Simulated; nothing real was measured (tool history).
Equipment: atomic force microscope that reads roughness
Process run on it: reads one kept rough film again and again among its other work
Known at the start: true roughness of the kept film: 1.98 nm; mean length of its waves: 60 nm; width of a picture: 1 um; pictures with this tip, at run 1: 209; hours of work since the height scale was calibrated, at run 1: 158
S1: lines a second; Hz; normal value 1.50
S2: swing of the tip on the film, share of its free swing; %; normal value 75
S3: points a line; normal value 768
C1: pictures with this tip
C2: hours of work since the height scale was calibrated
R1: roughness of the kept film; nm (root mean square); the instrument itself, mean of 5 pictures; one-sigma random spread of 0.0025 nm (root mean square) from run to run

run 1 hour=0.0 | S1=1.50 S2=75 S3=768 | C1=209 C2=158 | R1=1.853
run 2 hour=10.0 | S1=1.50 S2=75 S3=768 | C1=234 C2=165 | R1=1.849
-- hour=16.2 new tip fitted
run 3 hour=19.0 | S1=1.50 S2=75 S3=768 | C1=7 C2=172 | R1=1.873
run 4 hour=33.8 | S1=1.50 S2=75 S3=768 | C1=44 C2=183 | R1=1.869
run 5 hour=48.5 | S1=1.50 S2=71 S3=768 | C1=81 C2=194 | R1=1.886
run 6 hour=65.1 | S1=1.50 S2=71 S3=768 | C1=123 C2=206 | R1=1.878
run 7 hour=78.8 | S1=1.50 S2=71 S3=768 | C1=157 C2=217 | R1=1.876
run 8 hour=94.3 | S1=1.50 S2=71 S3=768 | C1=196 C2=228 | R1=1.872
run 9 hour=104.1 | S1=1.62 S2=73 S3=334 | C1=221 C2=236 | R1=1.857
run 10 hour=113.9 | S1=2.00 S2=75 S3=339 | C1=245 C2=243 | R1=1.825
-- hour=116.0 new tip fitted
run 11 hour=130.9 | S1=1.80 S2=75 S3=800 | C1=38 C2=255 | R1=1.861
run 12 hour=140.0 | S1=1.96 S2=61 S3=295 | C1=60 C2=262 | R1=1.903
run 13 hour=147.4 | S1=1.96 S2=61 S3=295 | C1=79 C2=268 | R1=1.901
run 14 hour=155.1 | S1=1.96 S2=61 S3=295 | C1=98 C2=273 | R1=1.899
run 15 hour=166.1 | S1=1.96 S2=61 S3=295 | C1=126 C2=282 | R1=1.903

Each row is a separate what-if for the run after 15, all from the same tool condition, not one after another. Results?
run A hour=178.0 | S1=1.96 S2=68 S3=928 | C1=156 C2=291 | R1=?
run B hour=178.0 | S1=0.76 S2=75 S3=423 | C1=156 C2=291 | R1=?
run C hour=178.0 | S1=0.74 S2=78 S3=833 | C1=156 C2=291 | R1=?

run=A R1=1.869
run=B R1=1.902
run=C R1=1.898
Stripped of hidden state, with their random variation kept, the same runs would have yielded:
run=A R1=1.877
run=B R1=1.911
run=C R1=1.906

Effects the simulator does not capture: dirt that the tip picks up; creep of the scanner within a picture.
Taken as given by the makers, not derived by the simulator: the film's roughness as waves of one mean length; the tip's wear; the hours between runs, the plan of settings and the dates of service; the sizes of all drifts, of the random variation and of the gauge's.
